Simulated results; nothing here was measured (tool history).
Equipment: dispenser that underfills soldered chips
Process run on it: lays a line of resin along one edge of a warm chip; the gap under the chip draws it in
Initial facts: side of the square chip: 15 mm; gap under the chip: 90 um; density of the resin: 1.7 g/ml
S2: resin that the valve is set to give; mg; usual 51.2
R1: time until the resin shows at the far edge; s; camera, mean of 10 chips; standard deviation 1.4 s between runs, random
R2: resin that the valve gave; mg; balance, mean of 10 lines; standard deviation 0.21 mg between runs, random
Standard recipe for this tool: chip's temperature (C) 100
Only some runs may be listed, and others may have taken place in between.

{"run": 1, "hour": 0.0, "chip's temperature (C)": 100, "S2": 51.2, "R1": 156.9, "R2": 48.6}
{"run": 2, "hour": 8.4, "chip's temperature (C)": 100, "S2": 51.2, "R1": 149.3, "R2": 47.69}
{"run": 3, "hour": 14.8, "chip's temperature (C)": 100, "S2": 51.2, "R1": 132.2, "R2": 47.77}
{"run": 4, "hour": 19.5, "chip's temperature (C)": 100, "S2": 51.2, "R1": 157.4, "R2": 47.84}
{"run": 5, "hour": 27.5, "chip's temperature (C)": 100, "S2": 50.9, "R1": 150.9, "R2": 47.23}
{"run": 6, "hour": 35.8, "chip's temperature (C)": 100, "S2": 50.9, "R1": 141.9, "R2": 46.85}
{"run": 7, "hour": 39.3, "chip's temperature (C)": 100, "S2": 45.6, "R1": 172.3, "R2": 41.99}
{"run": 8, "hour": 46.0, "chip's temperature (C)": 87, "S2": 47.9, "R1": 263.2, "R2": 43.97}
{"run": 9, "hour": 50.6, "chip's temperature (C)": 89, "S2": 45.9, "R1": 209.1, "R2": 41.95}
{"run": 10, "hour": 58.7, "chip's temperature (C)": 112, "S2": 50.6, "R1": 111.6, "R2": 46.13}
{"run": 11, "hour": 65.4, "chip's temperature (C)": 109, "S2": 55.4, "R1": 104.6, "R2": 55.44}
{"run": 12, "hour": 69.5, "chip's temperature (C)": 109, "S2": 55.4, "R1": 123.8, "R2": 55.17}

Missing from the log above: 8 entries noted between runs. For each, name the pair of listed runs it sits between and say how the tool's hidden condition differs from the listed run just before to the listed run just after:
After run 1, before run 2: new syringe of resin (hour 4.7)
  resin's viscosity, % of fresh resin's: 123.2 -> 116; dose that the valve gives, % of what is set: 94.03 -> 93.67; true chip temperature over the reading, C: 1.23 -> 1.26
  what was measured, less what the result would be without the hidden state, R1: +24.7 -> +15.6 s; R2: -3.09 -> -3.23 mg
After run 2, before run 3: new syringe of resin (hour 13.8)
  resin's viscosity, % of fresh resin's: 116 -> 103.1; dose that the valve gives, % of what is set: 93.67 -> 93.39; true chip temperature over the reading, C: 1.26 -> 1.29
  what was measured, less what the result would be without the hidden state, R1: +15.6 -> -1.0 s; R2: -3.23 -> -3.38 mg
After run 4, before run 5: new syringe of resin (hour 23.3)
  resin's viscosity, % of fresh resin's: 124.5 -> 119.1; dose that the valve gives, % of what is set: 93.16 -> 92.81; true chip temperature over the reading, C: 1.31 -> 1.34
  what was measured, less what the result would be without the hidden state, R1: +26.1 -> +19.3 s; R2: -3.51 -> -3.66 mg
After run 5, before run 6: new syringe of resin (hour 32.6)
  resin's viscosity, % of fresh resin's: 119.1 -> 112.4; dose that the valve gives, % of what is set: 92.81 -> 92.45; true chip temperature over the reading, C: 1.34 -> 1.37
  what was measured, less what the result would be without the hidden state, R1: +19.3 -> +10.8 s; R2: -3.66 -> -3.83 mg
After run 7, before run 8: new syringe of resin (hour 41.7)
  resin's viscosity, % of fresh resin's: 129.6 -> 119.2; dose that the valve gives, % of what is set: 92.3 -> 91.99; true chip temperature over the reading, C: 1.39 -> 1.41
  what was measured, less what the result would be without the hidden state, R1: +35.4 -> +33.8 s; R2: -3.51 -> -3.83 mg
After run 8, before run 9: new syringe of resin (hour 50.6)
  resin's viscosity, % of fresh resin's: 119.2 -> 99.3; dose that the valve gives, % of what is set: 91.99 -> 91.79; true chip temperature over the reading, C: 1.41 -> 1.43
  what was measured, less what the result would be without the hidden state, R1: +33.8 -> -8.5 s; R2: -3.83 -> -3.75 mg
After run 10, before run 11: new syringe of resin (hour 60.0); dispensing valve cleaned and set on the balance (hour 61.6)
  resin's viscosity, % of fresh resin's: 136.9 -> 120.9; dose that the valve gives, % of what is set: 91.43 -> 99.9; true chip temperature over the reading, C: 1.46 -> 1.48
  what was measured, less what the result would be without the hidden state, R1: +27.1 -> +13.2 s; R2: -4.33 -> -0.05 mg
